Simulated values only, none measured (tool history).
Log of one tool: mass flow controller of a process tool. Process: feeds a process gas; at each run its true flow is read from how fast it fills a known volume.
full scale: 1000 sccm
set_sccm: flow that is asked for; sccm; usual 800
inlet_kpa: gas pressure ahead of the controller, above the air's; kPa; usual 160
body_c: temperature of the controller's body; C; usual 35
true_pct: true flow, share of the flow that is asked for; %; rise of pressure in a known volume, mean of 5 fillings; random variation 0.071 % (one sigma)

run 1 day=0 | set_sccm=800 inlet_kpa=160 body_c=35 | true_pct=101.51
run 2 day=15.133 | set_sccm=800 inlet_kpa=160 body_c=35 | true_pct=101.66
run 3 day=25.821 | set_sccm=800 inlet_kpa=160 body_c=35 | true_pct=101.74
run 4 day=39.367 | set_sccm=800 inlet_kpa=246 body_c=35 | true_pct=101.29
run 5 day=50.058 | set_sccm=800 inlet_kpa=246 body_c=35 | true_pct=101.16
run 6 day=61.267 | set_sccm=800 inlet_kpa=246 body_c=35 | true_pct=101.12
run 7 day=71.542 | set_sccm=800 inlet_kpa=246 body_c=35 | true_pct=101.41
run 8 day=88.496 | set_sccm=800 inlet_kpa=246 body_c=35 | true_pct=101.34
run 9 day=104.492 | set_sccm=800 inlet_kpa=246 body_c=35 | true_pct=101.53
run 10 day=116.325 | set_sccm=800 inlet_kpa=246 body_c=35 | true_pct=101.57
run 11 day=125.062 | set_sccm=800 inlet_kpa=160 body_c=35 | true_pct=102.08
run 12 day=138.062 | set_sccm=921 inlet_kpa=160 body_c=35 | true_pct=102.17
run 13 day=146.442 | set_sccm=921 inlet_kpa=196 body_c=35 | true_pct=102.06
run 14 day=162.454 | set_sccm=800 inlet_kpa=160 body_c=35 | true_pct=102.41
run 15 day=176.671 | set_sccm=800 inlet_kpa=160 body_c=35 | true_pct=102.41
run 16 day=186.5 | set_sccm=800 inlet_kpa=160 body_c=35 | true_pct=102.61
run 17 day=197.229 | set_sccm=800 inlet_kpa=160 body_c=35 | true_pct=102.46
-- day=198.388 controller's zero set anew
run 18 day=204.738 | set_sccm=138 inlet_kpa=195 body_c=31 | true_pct=100.5

Run 19 comes next. What will it give?
run 19 day=216.2 | set_sccm=138 inlet_kpa=195 body_c=31 | true_pct=?

{"run 19": {"true_pct": 100.71}}
Without the tool's hidden state the same run would have given true_pct 99.16 %.

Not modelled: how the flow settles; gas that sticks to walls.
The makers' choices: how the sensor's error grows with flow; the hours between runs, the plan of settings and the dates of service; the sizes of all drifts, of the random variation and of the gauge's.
